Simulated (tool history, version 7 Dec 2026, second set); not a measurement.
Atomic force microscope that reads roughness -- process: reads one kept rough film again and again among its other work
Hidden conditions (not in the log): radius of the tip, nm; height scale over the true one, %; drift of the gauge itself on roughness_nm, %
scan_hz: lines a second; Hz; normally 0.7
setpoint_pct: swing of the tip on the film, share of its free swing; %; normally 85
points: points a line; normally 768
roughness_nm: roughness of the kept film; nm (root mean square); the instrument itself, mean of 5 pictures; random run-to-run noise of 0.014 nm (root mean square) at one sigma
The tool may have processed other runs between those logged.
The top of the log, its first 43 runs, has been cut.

run	hour	scan_hz	setpoint_pct	points	pictures with this tip	hours of work since the height scale was calibrated	roughness_nm
44	1982.7	3.196	78	597	122	598	3.055
45	2035.6	2.307	65	698	197	624	3.169
# hour 2041.3: new tip fitted
46	2093.1	0.7	71	445	73	653	3.335
47	2127	2.175	62	768	121	671	3.272
48	2179	0.7	81	352	195	697	3.227
# hour 2183.7: new tip fitted
49	2218.9	1.317	67	281	49	717	3.331
50	2266.7	1.317	67	281	117	741	3.25
51	2301.6	1.257	71	269	166	759	3.215

Alternative continuations, all from the tool just after run 51; predict every row:
# hour 2327.3: new tip fitted
A	2366.7	0.605	65	269	56	792	?
# hour 2327.3: new tip fitted
B	2366.7	0.783	85	1020	56	792	?
# hour 2327.3: new tip fitted
C	2366.7	2.459	85	768	56	792	?

run	roughness_nm
A	3.335
B	3.266
C	3.048
With the hidden condition removed and each run's random variation left untouched, the same runs would have given:
run	roughness_nm
A	3.432
B	3.36
C	3.136

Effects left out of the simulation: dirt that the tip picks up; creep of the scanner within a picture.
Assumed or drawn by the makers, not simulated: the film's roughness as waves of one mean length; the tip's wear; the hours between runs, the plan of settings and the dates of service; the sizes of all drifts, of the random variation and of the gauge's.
